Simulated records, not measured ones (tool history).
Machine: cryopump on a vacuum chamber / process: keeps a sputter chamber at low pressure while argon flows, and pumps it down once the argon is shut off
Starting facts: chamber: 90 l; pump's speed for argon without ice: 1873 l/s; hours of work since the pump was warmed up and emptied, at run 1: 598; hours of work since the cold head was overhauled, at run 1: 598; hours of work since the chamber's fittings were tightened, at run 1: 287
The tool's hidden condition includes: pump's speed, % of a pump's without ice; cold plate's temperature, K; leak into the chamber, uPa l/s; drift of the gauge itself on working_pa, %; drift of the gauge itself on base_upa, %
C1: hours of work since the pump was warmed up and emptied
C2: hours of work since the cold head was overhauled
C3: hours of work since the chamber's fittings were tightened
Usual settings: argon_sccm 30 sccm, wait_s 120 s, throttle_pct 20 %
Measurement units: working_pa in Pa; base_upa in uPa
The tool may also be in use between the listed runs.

Run 1, hour 0.0: usual settings; C1 598; C2 598; C3 287. Result: working_pa 0.1420 Pa, base_upa 0.87 uPa.
Run 2, hour 37.1: usual settings but wait_s 110 s; C1 619; C2 619; C3 308. Result: working_pa 0.1432 Pa, base_upa 0.94 uPa.
Run 3, hour 76.2: usual settings; C1 642; C2 642; C3 330. Result: working_pa 0.1424 Pa, base_upa 0.88 uPa.
Run 4, hour 103.7: usual settings but argon_sccm 27 sccm; C1 657; C2 657; C3 346. Result: working_pa 0.1301 Pa, base_upa 0.89 uPa.
Run 5, hour 135.0: usual settings but argon_sccm 27 sccm; C1 675; C2 675; C3 363. Result: working_pa 0.1292 Pa, base_upa 0.90 uPa.
Run 6, hour 152.9: usual settings but argon_sccm 27 sccm; C1 685; C2 685; C3 374. Result: working_pa 0.1284 Pa, base_upa 0.86 uPa.
Run 7, hour 192.0: usual settings but argon_sccm 27 sccm; C1 707; C2 707; C3 396. Result: working_pa 0.1296 Pa, base_upa 0.90 uPa.
Run 8, hour 217.2: usual settings; C1 722; C2 722; C3 410. Result: working_pa 0.1438 Pa, base_upa 0.92 uPa.
Run 9, hour 238.8: usual settings; C1 734; C2 734; C3 422. Result: working_pa 0.1437 Pa, base_upa 0.88 uPa.
Run 10, hour 264.8: usual settings; C1 749; C2 749; C3 437. Result: working_pa 0.1443 Pa, base_upa 0.91 uPa.
Run 11, hour 285.1: usual settings but throttle_pct 19 %; C1 760; C2 760; C3 449. Result: working_pa 0.1513 Pa, base_upa 0.90 uPa.
Run 12, hour 317.0: usual settings but argon_sccm 25 sccm; C1 778; C2 778; C3 467. Result: working_pa 0.1211 Pa, base_upa 0.88 uPa.
Run 13, hour 348.1: usual settings but argon_sccm 25 sccm; C1 796; C2 796; C3 484. Result: working_pa 0.1221 Pa, base_upa 0.89 uPa.
Run 14, hour 371.1: usual settings but throttle_pct 25 %; C1 809; C2 809; C3 498. Result: working_pa 0.1186 Pa, base_upa 0.95 uPa.
Run 15, hour 390.2: usual settings but throttle_pct 25 %; C1 820; C2 820; C3 508. Result: working_pa 0.1190 Pa, base_upa 0.90 uPa.
Run 16, hour 422.7: usual settings but throttle_pct 25 %; C1 838; C2 838; C3 527. Result: working_pa 0.1190 Pa, base_upa 0.93 uPa.
Run 17, hour 456.8: usual settings but throttle_pct 25 %; C1 858; C2 858; C3 546. Result: working_pa 0.1180 Pa, base_upa 0.99 uPa.
Run 18, hour 481.0: usual settings but argon_sccm 15 sccm, throttle_pct 40 %; C1 871; C2 871; C3 560. Result: working_pa 0.0394 Pa, base_upa 0.87 uPa.
Run 19, hour 513.3: usual settings but argon_sccm 15 sccm, throttle_pct 40 %; C1 890; C2 890; C3 578. Result: working_pa 0.0386 Pa, base_upa 0.94 uPa.
Run 20, hour 546.4: usual settings but argon_sccm 15 sccm, throttle_pct 40 %; C1 909; C2 909; C3 597. Result: working_pa 0.0397 Pa, base_upa 0.93 uPa.
Run 21, hour 576.3: usual settings but argon_sccm 15 sccm, throttle_pct 40 %; C1 926; C2 926; C3 614. Result: working_pa 0.0394 Pa, base_upa 0.94 uPa.
Run 22, hour 615.1: usual settings but argon_sccm 15 sccm, throttle_pct 40 %; C1 948; C2 948; C3 636. Result: working_pa 0.0404 Pa, base_upa 0.93 uPa.
Run 23, hour 656.2: usual settings but argon_sccm 15 sccm, wait_s 51 s, throttle_pct 21 %; C1 971; C2 971; C3 659. Result: working_pa 0.0704 Pa, base_upa 1.83 uPa.
Run 24, hour 678.2: usual settings but argon_sccm 15 sccm, wait_s 51 s, throttle_pct 21 %; C1 984; C2 984; C3 672. Result: working_pa 0.0713 Pa, base_upa 1.83 uPa.
Run 25, hour 698.8: usual settings but argon_sccm 15 sccm, wait_s 51 s, throttle_pct 21 %; C1 995; C2 995; C3 684. Result: working_pa 0.0712 Pa, base_upa 1.86 uPa.
Run 26, hour 715.6: usual settings but throttle_pct 60 %; C1 1005; C2 1005; C3 693. Result: working_pa 0.0592 Pa, base_upa 0.94 uPa.
Run 27, hour 735.1: usual settings but argon_sccm 22 sccm, throttle_pct 60 %; C1 1016; C2 1016; C3 704. Result: working_pa 0.0432 Pa, base_upa 0.97 uPa.
Run 28, hour 772.0: usual settings but argon_sccm 20 sccm, wait_s 102 s, throttle_pct 38 %; C1 1037; C2 1037; C3 725. Result: working_pa 0.0569 Pa, base_upa 1.11 uPa.
At hour 794.9: pump warmed up, emptied and cooled again.
Run 29, hour 800.0: usual settings but wait_s 272 s, throttle_pct 54 %; C1 3; C2 1050; C3 738. Result: working_pa 0.0505 Pa, base_upa 0.51 uPa.
Run 30, hour 833.4: usual settings but argon_sccm 40 sccm, wait_s 52 s, throttle_pct 19 %; C1 22; C2 1069; C3 757. Result: working_pa 0.1906 Pa, base_upa 1.74 uPa.
Run 31, hour 857.3: usual settings but argon_sccm 25 sccm, wait_s 29 s; C1 35; C2 1082; C3 771. Result: working_pa 0.1133 Pa, base_upa 2.93 uPa.
Run 32, hour 888.3: usual settings but argon_sccm 25 sccm, wait_s 29 s; C1 53; C2 1100; C3 788. Result: working_pa 0.1128 Pa, base_upa 2.93 uPa.
Run 33, hour 923.3: usual settings but argon_sccm 25 sccm, wait_s 55 s, throttle_pct 31 %; C1 73; C2 1120; C3 808. Result: working_pa 0.0726 Pa, base_upa 1.66 uPa.
Run 34, hour 958.9: usual settings but argon_sccm 22 sccm, wait_s 55 s, throttle_pct 31 %; C1 93; C2 1140; C3 828. Result: working_pa 0.0640 Pa, base_upa 1.67 uPa.

Branching from run 34: 3 alternative next runs. What would each branch give?
Run A, hour 988.1: usual settings but argon_sccm 22 sccm, wait_s 55 s, throttle_pct 17 %; C1 110; C2 1157; C3 845. Result: working_pa ?, base_upa ?.
Run B, hour 988.1: usual settings but argon_sccm 22 sccm, wait_s 55 s, throttle_pct 31 %; C1 110; C2 1157; C3 845. Result: working_pa ?, base_upa ?.
Run C, hour 988.1: usual settings but argon_sccm 22 sccm, wait_s 75 s, throttle_pct 31 %; C1 110; C2 1157; C3 845. Result: working_pa ?, base_upa ?.

run  working_pa  base_upa
  A      0.1173      1.69
  B      0.0648      1.68
  C      0.0650      1.30
Without the tool's hidden state the same runs would have given:
run  working_pa  base_upa
  A      0.1163      1.62
  B      0.0638      1.61
  C      0.0639      1.23
